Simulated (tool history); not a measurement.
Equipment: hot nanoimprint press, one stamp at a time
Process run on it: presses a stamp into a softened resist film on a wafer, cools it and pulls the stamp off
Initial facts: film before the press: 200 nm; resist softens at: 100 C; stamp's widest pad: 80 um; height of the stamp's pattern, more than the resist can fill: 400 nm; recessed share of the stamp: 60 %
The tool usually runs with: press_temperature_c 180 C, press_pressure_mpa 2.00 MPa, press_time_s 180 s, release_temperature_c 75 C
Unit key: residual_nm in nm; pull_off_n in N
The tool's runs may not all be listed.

run	hour	press_temperature_c	press_pressure_mpa	press_time_s	release_temperature_c	residual_nm	pull_off_n
1	0.0	180	2.00	180	75	121.1	109.8
# hour 8.0: stamp cleaned and given a new release coat
2	28.8	180	1.70	180	75	127.9	100.9
3	47.0	180	1.70	180	71	129.6	105.9
4	73.9	180	2.00	180	75	120.9	101.1
5	93.9	180	2.00	180	75	122.1	105.2
6	106.5	180	2.00	180	75	120.9	104.4
7	127.6	180	2.00	180	69	122.7	113.1
8	152.4	180	2.00	180	69	122.3	115.7
9	164.1	180	2.00	180	69	122.3	117.9
10	193.0	180	2.00	180	69	122.2	120.2
11	218.2	180	1.29	180	75	142.9	110.0
# hour 233.3: stamp cleaned and given a new release coat
12	245.9	180	1.49	180	61	136.6	122.2
13	273.7	173	1.46	180	61	159.4	122.6
14	290.9	173	1.46	180	61	160.2	124.1
15	314.2	180	2.00	94	76	147.4	104.6
16	336.2	180	2.00	94	76	146.2	105.2
17	348.1	189	2.00	94	67	117.2	118.5
18	375.9	180	2.29	180	82	117.3	97.6
19	396.1	180	2.29	180	82	118.1	98.8
20	415.8	181	1.45	180	75	135.2	109.6
21	428.4	181	1.45	180	75	135.3	110.2
22	446.4	181	1.45	148	75	142.1	112.8

Branching from run 22: 3 alternative next runs. What would each branch give?
# hour 459.4: stamp cleaned and given a new release coat
A	478.3	171	1.45	148	60	?	?
# hour 459.4: stamp cleaned and given a new release coat
B	478.3	186	2.19	148	75	?	?
# hour 459.4: stamp cleaned and given a new release coat
C	478.3	170	1.98	148	80	?	?

run	residual_nm	pull_off_n
A	172.9	122.9
B	107.9	103.3
C	166.1	96.0
Stripped of hidden state, with their random variation kept, the same runs would have yielded:
run	residual_nm	pull_off_n
A	169.0	119.8
B	102.7	100.3
C	161.4	93.1

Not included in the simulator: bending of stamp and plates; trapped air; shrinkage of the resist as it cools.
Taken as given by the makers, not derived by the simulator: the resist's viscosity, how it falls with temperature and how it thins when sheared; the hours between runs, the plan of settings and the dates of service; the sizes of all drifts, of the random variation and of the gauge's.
